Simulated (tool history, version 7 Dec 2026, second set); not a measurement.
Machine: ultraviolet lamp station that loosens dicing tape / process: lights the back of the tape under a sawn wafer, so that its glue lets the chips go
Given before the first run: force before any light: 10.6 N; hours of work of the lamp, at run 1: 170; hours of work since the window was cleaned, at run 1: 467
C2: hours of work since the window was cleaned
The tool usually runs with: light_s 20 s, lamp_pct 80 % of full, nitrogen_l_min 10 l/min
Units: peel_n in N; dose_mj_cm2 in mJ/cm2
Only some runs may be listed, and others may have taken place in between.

{"run": 1, "hour": 0.0, "light_s": 20, "lamp_pct": 80, "nitrogen_l_min": 10, "hours of work of the lamp": 170, "C2": 467, "peel_n": 0.735, "dose_mj_cm2": 507}
{"run": 2, "hour": 9.0, "light_s": 20, "lamp_pct": 80, "nitrogen_l_min": 10, "hours of work of the lamp": 175, "C2": 472, "peel_n": 0.7, "dose_mj_cm2": 514}
{"run": 3, "hour": 26.0, "light_s": 20, "lamp_pct": 80, "nitrogen_l_min": 10, "hours of work of the lamp": 185, "C2": 482, "peel_n": 0.743, "dose_mj_cm2": 517}
{"run": 4, "hour": 43.0, "light_s": 20, "lamp_pct": 80, "nitrogen_l_min": 10, "hours of work of the lamp": 195, "C2": 493, "peel_n": 0.706, "dose_mj_cm2": 515}
{"run": 5, "hour": 59.1, "light_s": 20, "lamp_pct": 80, "nitrogen_l_min": 10, "hours of work of the lamp": 205, "C2": 502, "peel_n": 0.729, "dose_mj_cm2": 518}
{"run": 6, "hour": 72.7, "light_s": 20, "lamp_pct": 80, "nitrogen_l_min": 10, "hours of work of the lamp": 213, "C2": 510, "peel_n": 0.734, "dose_mj_cm2": 515}
{"run": 7, "hour": 90.5, "light_s": 20, "lamp_pct": 80, "nitrogen_l_min": 11, "hours of work of the lamp": 224, "C2": 521, "peel_n": 0.701, "dose_mj_cm2": 512}
{"run": 8, "hour": 103.2, "light_s": 20, "lamp_pct": 80, "nitrogen_l_min": 11, "hours of work of the lamp": 231, "C2": 529, "peel_n": 0.705, "dose_mj_cm2": 511}
{"run": 9, "hour": 117.7, "light_s": 22, "lamp_pct": 95, "nitrogen_l_min": 11, "hours of work of the lamp": 240, "C2": 537, "peel_n": 0.397, "dose_mj_cm2": 669}
{"run": 10, "hour": 136.5, "light_s": 20, "lamp_pct": 89, "nitrogen_l_min": 5, "hours of work of the lamp": 251, "C2": 549, "peel_n": 0.829, "dose_mj_cm2": 574}
{"run": 11, "hour": 155.7, "light_s": 29, "lamp_pct": 63, "nitrogen_l_min": 20, "hours of work of the lamp": 263, "C2": 560, "peel_n": 0.417, "dose_mj_cm2": 594}

Expected results for the next run?
{"run": 12, "hour": 176.4, "light_s": 29, "lamp_pct": 63, "nitrogen_l_min": 20, "hours of work of the lamp": 275, "C2": 573, "peel_n": "?", "dose_mj_cm2": "?"}

peel_n: 0.388 N
dose_mj_cm2: 590 mJ/cm2
On a tool with no hidden condition, and with the same random variation, this run would have come out at peel_n 0.387 N, dose_mj_cm2 591 mJ/cm2.
